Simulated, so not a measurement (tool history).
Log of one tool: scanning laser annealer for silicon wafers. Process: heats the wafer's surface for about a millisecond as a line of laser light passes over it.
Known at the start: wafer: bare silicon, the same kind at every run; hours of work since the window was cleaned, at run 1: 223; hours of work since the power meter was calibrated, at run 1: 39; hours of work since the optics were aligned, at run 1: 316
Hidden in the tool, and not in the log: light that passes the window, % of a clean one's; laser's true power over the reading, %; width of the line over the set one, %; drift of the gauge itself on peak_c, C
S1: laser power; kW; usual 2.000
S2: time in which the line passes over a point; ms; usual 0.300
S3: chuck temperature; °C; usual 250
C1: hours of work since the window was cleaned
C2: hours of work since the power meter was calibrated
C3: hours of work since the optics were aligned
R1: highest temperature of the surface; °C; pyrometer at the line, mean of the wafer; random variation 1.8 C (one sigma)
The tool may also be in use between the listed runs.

run	day	S1	S2	S3	C1	C2	C3	R1
1	0.000	2.000	0.300	250	223	39	316	1023
2	0.279	2.000	0.300	225	226	42	319	998
3	0.875	2.000	0.300	250	233	49	326	1020
4	1.133	2.000	0.300	250	236	52	329	1019
5	1.638	1.776	0.300	250	242	57	334	939
6	1.996	1.776	0.300	250	246	62	339	939
7	2.554	2.000	0.218	250	252	68	345	893
8	3.088	2.000	0.218	250	258	74	351	890
9	3.604	2.000	0.218	250	264	80	357	893
10	4.021	2.000	0.218	260	269	85	362	900
11	4.608	2.000	0.218	260	276	92	369	903
12	4.879	2.000	0.300	236	279	95	372	1003
13	5.262	2.000	0.300	250	283	99	376	1020
14	5.825	2.000	0.300	250	290	106	383	1015
15	6.196	2.000	0.300	250	294	110	387	1017
16	6.442	2.000	0.300	250	297	113	390	1017
17	6.875	2.000	0.300	250	302	118	395	1019
18	7.338	2.000	0.354	250	307	123	400	1091
19	7.771	2.000	0.300	250	312	128	405	1015
20	8.088	2.000	0.300	250	316	132	409	1015
21	8.650	2.043	0.300	250	322	138	415	1028
22	9.150	1.778	0.317	228	328	144	421	932
23	9.650	1.778	0.265	228	334	150	426	863
24	10.008	2.000	0.288	278	338	154	431	1024
25	10.538	2.185	0.288	214	344	160	437	1026
26	10.846	1.905	0.369	216	347	163	440	1034
27	11.275	2.078	0.364	216	352	168	445	1098
28	11.829	1.963	0.320	238	359	175	452	1014
29	12.088	1.823	0.279	250	362	178	455	922
30	12.450	1.824	0.366	250	366	182	459	1031
31	12.821	2.032	0.289	290	370	186	463	1050
32	13.367	2.032	0.352	213	376	192	469	1060
33	13.904	1.931	0.367	244	383	198	475	1070
34	14.358	1.931	0.367	244	388	204	481	1066
35	14.917	2.000	0.307	265	394	210	487	1033
36	15.433	2.000	0.307	265	400	216	493	1036
37	15.754	1.803	0.229	265	404	220	497	857
38	16.088	1.860	0.292	289	408	223	500	985
39	16.346	1.860	0.292	289	411	227	503	987
40	16.933	1.931	0.363	234	417	233	510	1052

Forecast each of these 4 alternatives for the next run:
A	17.250	1.844	0.259	287	421	237	514	?
B	17.250	2.156	0.300	250	421	237	514	?
C	17.250	2.000	0.250	272	421	237	514	?
D	17.250	2.030	0.296	234	421	237	514	?

run	R1
A	933
B	1064
C	956
D	998
Without the tool's hidden state the same runs would have given:
run	R1
A	963
B	1101
C	987
D	1032

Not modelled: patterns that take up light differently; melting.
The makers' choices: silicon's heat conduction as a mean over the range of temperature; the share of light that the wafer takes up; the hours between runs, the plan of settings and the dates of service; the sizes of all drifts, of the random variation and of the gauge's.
